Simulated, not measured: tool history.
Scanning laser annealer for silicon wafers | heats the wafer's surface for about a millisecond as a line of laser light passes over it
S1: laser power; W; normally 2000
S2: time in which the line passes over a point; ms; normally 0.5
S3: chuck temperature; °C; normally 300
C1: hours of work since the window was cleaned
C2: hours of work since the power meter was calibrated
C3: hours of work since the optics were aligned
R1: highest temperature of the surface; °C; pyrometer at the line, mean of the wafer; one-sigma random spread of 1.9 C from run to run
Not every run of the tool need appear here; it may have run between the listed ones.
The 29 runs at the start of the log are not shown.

Run 30, hour 465.4: usual settings but S1 1768 W, S2 0.391 ms, S3 333 °C; C1 237; C2 423; C3 313. Result: R1 967 °C.
Run 31, hour 485.6: usual settings but S1 1768 W, S2 0.391 ms, S3 333 °C; C1 247; C2 433; C3 323. Result: R1 966 °C.
Run 32, hour 497: usual settings but S2 0.453 ms, S3 272 °C; C1 253; C2 439; C3 329. Result: R1 1043 °C.
Run 33, hour 515: usual settings but S1 2166 W, S2 0.555 ms, S3 329 °C; C1 262; C2 449; C3 338. Result: R1 1257 °C.
Run 34, hour 538.7: usual settings but S3 299 °C; C1 275; C2 461; C3 351. Result: R1 1109 °C.
Run 35, hour 558.6: usual settings but S3 299 °C; C1 285; C2 471; C3 361. Result: R1 1109 °C.
Run 36, hour 573.9: usual settings but S1 2128 W, S2 0.404 ms; C1 293; C2 479; C3 369. Result: R1 1068 °C.
Run 37, hour 596.8: usual settings but S1 1900 W, S2 0.352 ms, S3 287 °C; C1 305; C2 491; C3 381. Result: R1 920 °C.
At hour 612.6: window over the wafer cleaned.
Run 38, hour 620: usual settings but S1 1886 W, S2 0.352 ms, S3 322 °C; C1 4; C2 502; C3 392. Result: R1 978 °C.
Run 39, hour 642.9: usual settings but S1 1886 W, S2 0.352 ms, S3 322 °C; C1 16; C2 514; C3 404. Result: R1 981 °C.
Run 40, hour 659.8: usual settings but S1 2028 W, S2 0.352 ms, S3 326 °C; C1 24; C2 523; C3 412. Result: R1 1036 °C.
Run 41, hour 679: usual settings but S1 1701 W, S3 276 °C; C1 34; C2 533; C3 422. Result: R1 992 °C.

Alternative continuations, all from the tool just after run 41; predict every row:
Run A, hour 688.8: usual settings but S1 2067 W, S3 272 °C; C1 39; C2 538; C3 427. Result: R1 ?.
Run B, hour 688.8: usual settings but S1 2174 W, S2 0.557 ms, S3 285 °C; C1 39; C2 538; C3 427. Result: R1 ?.
Run C, hour 688.8: usual settings but S1 1973 W, S2 0.401 ms, S3 283 °C; C1 39; C2 538; C3 427. Result: R1 ?.
Run D, hour 688.8: usual settings but S1 1962 W, S2 0.477 ms, S3 302 °C; C1 39; C2 538; C3 427. Result: R1 ?.

run    R1
  A  1138
  B  1251
  C  1020
  D  1105
What these runs would have given with no unlogged condition in the tool:
run    R1
  A  1143
  B  1257
  C  1025
  D  1110
